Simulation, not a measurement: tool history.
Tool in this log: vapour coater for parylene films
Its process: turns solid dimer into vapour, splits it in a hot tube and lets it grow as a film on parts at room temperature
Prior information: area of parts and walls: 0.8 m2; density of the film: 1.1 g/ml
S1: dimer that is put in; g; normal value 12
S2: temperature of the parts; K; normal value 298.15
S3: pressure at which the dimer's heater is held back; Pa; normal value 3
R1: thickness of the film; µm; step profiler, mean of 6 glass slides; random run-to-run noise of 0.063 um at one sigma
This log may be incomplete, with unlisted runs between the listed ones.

Run 1, hour 0: usual settings. Result: R1 7.78 µm.
Run 2, hour 31.2: usual settings. Result: R1 8.05 µm.
Run 3, hour 87.7: usual settings but S1 8 g. Result: R1 5.41 µm.
Run 4, hour 121.9: usual settings. Result: R1 8.01 µm.
Run 5, hour 185.8: usual settings. Result: R1 8 µm.
Run 6, hour 217.8: usual settings. Result: R1 7.99 µm.
Run 7, hour 271: usual settings. Result: R1 7.95 µm.
Run 8, hour 298.6: usual settings. Result: R1 8.08 µm.
Run 9, hour 347.4: usual settings. Result: R1 7.96 µm.
Run 10, hour 406.1: usual settings. Result: R1 8 µm.
Run 11, hour 462.3: usual settings. Result: R1 7.88 µm.
At hour 520.4: trap's valve overhauled.
Run 12, hour 524.4: usual settings. Result: R1 8.13 µm.
Run 13, hour 563.8: usual settings. Result: R1 8.03 µm.
Run 14, hour 593.6: usual settings but S3 2.54 Pa. Result: R1 8.1 µm.
Run 15, hour 636.6: usual settings but S3 2.54 Pa. Result: R1 8.12 µm.
Run 16, hour 680.4: usual settings but S3 2.54 Pa. Result: R1 8.11 µm.
Run 17, hour 710.7: usual settings but S3 2.54 Pa. Result: R1 8.19 µm.
Run 18, hour 745.9: usual settings but S2 291.15 K, S3 2.54 Pa. Result: R1 11.36 µm.
Run 19, hour 803: usual settings but S2 291.15 K, S3 2.54 Pa. Result: R1 11.1 µm.
Run 20, hour 852.6: usual settings but S2 291.15 K, S3 2.54 Pa. Result: R1 11.14 µm.
Run 21, hour 911.9: usual settings but S3 11.61 Pa. Result: R1 6.52 µm.
Run 22, hour 960.5: usual settings but S2 309.15 K. Result: R1 4.81 µm.
Run 23, hour 995.3: usual settings but S2 309.15 K. Result: R1 4.79 µm.
Run 24, hour 1044.4: usual settings but S2 309.15 K. Result: R1 4.84 µm.
Run 25, hour 1074.1: usual settings but S2 309.15 K. Result: R1 4.84 µm.
Run 26, hour 1113.2: usual settings but S2 302.15 K. Result: R1 6.68 µm.
Run 27, hour 1148.5: usual settings but S1 11 g, S2 291.15 K. Result: R1 10.04 µm.
Run 28, hour 1193.5: usual settings but S3 6.37 Pa. Result: R1 7.04 µm.
Run 29, hour 1222.7: usual settings but S2 299.15 K. Result: R1 7.61 µm.
Run 30, hour 1270.7: usual settings but S2 299.15 K. Result: R1 7.6 µm.
Run 31, hour 1300.7: usual settings but S1 21 g, S2 292.15 K, S3 5.17 Pa. Result: R1 17.01 µm.
Run 32, hour 1360.2: usual settings but S3 4.42 Pa. Result: R1 7.54 µm.
At hour 1383: trap's valve overhauled.
Run 33, hour 1392.5: usual settings but S3 2.61 Pa. Result: R1 8.11 µm.
Run 34, hour 1456.1: usual settings but S1 16 g, S2 300.15 K, S3 3.94 Pa. Result: R1 9.34 µm.
Run 35, hour 1490.6: usual settings but S1 14 g. Result: R1 9.27 µm.
Run 36, hour 1520.1: usual settings but S1 14 g. Result: R1 9.34 µm.
Run 37, hour 1566.3: usual settings but S1 14 g. Result: R1 9.31 µm.
Run 38, hour 1623.2: usual settings but S2 304.15 K, S3 2.13 Pa. Result: R1 6.39 µm.
Run 39, hour 1670.4: usual settings but S2 304.15 K, S3 2.13 Pa. Result: R1 6.39 µm.
Run 40, hour 1725.2: usual settings but S2 305.15 K. Result: R1 5.8 µm.
Run 41, hour 1755.4: usual settings but S1 6 g, S2 290.15 K, S3 2.04 Pa. Result: R1 6.12 µm.
Run 42, hour 1810.5: usual settings but S1 14 g, S2 290.15 K, S3 2.04 Pa. Result: R1 14.27 µm.

For run 43, what comes out?
Run 43, hour 1856.3: usual settings but S1 14 g, S2 290.15 K, S3 2.04 Pa. Result: R1 ?.

Run 43 came out at R1 14.23 µm.
Were there no unlogged condition in the tool, this run, its random variation unchanged, would have produced R1 14.28 µm.
